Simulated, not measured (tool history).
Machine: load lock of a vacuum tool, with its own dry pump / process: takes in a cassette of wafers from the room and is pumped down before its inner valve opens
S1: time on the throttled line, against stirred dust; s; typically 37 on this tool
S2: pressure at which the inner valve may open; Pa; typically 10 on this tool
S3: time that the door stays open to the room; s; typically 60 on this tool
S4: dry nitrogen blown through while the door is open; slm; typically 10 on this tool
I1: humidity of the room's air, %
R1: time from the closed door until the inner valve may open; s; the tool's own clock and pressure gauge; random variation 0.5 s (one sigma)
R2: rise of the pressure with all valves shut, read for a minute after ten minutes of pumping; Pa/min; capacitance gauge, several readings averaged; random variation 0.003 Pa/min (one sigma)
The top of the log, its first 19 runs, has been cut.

| run | day | S1 | S2 | S3 | S4 | I1 | R1 | R2 |
|---|---|---|---|---|---|---|---|---|
| 20 | 270.429 | 26 | 10 | 173 | 16 | 44 | 62.9 | 0.111 |
| 21 | 284.762 | 26 | 8 | 173 | 16 | 47.7 | 64.6 | 0.12 |
| 22 | 292.992 | 26 | 9 | 60 | 10 | 44.9 | 64.2 | 0.1 |
| 23 | 307.696 | 37 | 11 | 60 | 7 | 47.1 | 71 | 0.116 |
| 24 | 322 | 23 | 12 | 36 | 33 | 48.4 | 61.7 | 0.099 |
| 25 | 338.329 | 61 | 18 | 60 | 10 | 45 | 85.5 | 0.12 |
| 26 | 349.425 | 60 | 10 | 42 | 10 | 47.9 | 88 | 0.117 |
| 27 | 366.833 | 37 | 10 | 194 | 10 | 46.3 | 72.9 | 0.162 |
| 28 | 378.333 | 37 | 10 | 194 | 10 | 46.2 | 72.1 | 0.171 |
| 29 | 392.283 | 37 | 10 | 194 | 43 | 45.9 | 72.4 | 0.146 |
| 30 | 401.304 | 37 | 10 | 194 | 43 | 45.8 | 73.3 | 0.137 |
| 31 | 410.396 | 37 | 10 | 186 | 32 | 42.6 | 72.6 | 0.148 |
|  | 411.979 | dry pump taken out, an overhauled one fitted |
| 32 | 421.625 | 37 | 10 | 186 | 32 | 47.2 | 68.2 | 0.159 |
| 33 | 430.892 | 57 | 16 | 67 | 23 | 43.8 | 79.8 | 0.144 |
| 34 | 445.325 | 57 | 16 | 67 | 23 | 45.2 | 80.3 | 0.154 |
| 35 | 463.988 | 57 | 8 | 44 | 14 | 43.5 | 84 | 0.161 |
| 36 | 479.171 | 37 | 10 | 60 | 20 | 45.2 | 68.1 | 0.163 |
| 37 | 498.008 | 22 | 10 | 47 | 10 | 43.6 | 58.3 | 0.178 |

Here are 3 independent what-if runs from the current tool condition. What would each one return?
| A | 507.683 | 22 | 16 | 42 | 30 | 46.2 | ? | ? |
| B | 507.683 | 56 | 13 | 47 | 10 | 46.2 | ? | ? |
| C | 507.683 | 37 | 9 | 60 | 10 | 44 | ? | ? |

| run | R1 | R2 |
|---|---|---|
| A | 55.7 | 0.169 |
| B | 81.6 | 0.18 |
| C | 69.2 | 0.18 |
Without the tool's unlogged condition, the same runs would have read:
| run | R1 | R2 |
|---|---|---|
| A | 54.4 | 0.01 |
| B | 80.6 | 0.019 |
| C | 68 | 0.024 |

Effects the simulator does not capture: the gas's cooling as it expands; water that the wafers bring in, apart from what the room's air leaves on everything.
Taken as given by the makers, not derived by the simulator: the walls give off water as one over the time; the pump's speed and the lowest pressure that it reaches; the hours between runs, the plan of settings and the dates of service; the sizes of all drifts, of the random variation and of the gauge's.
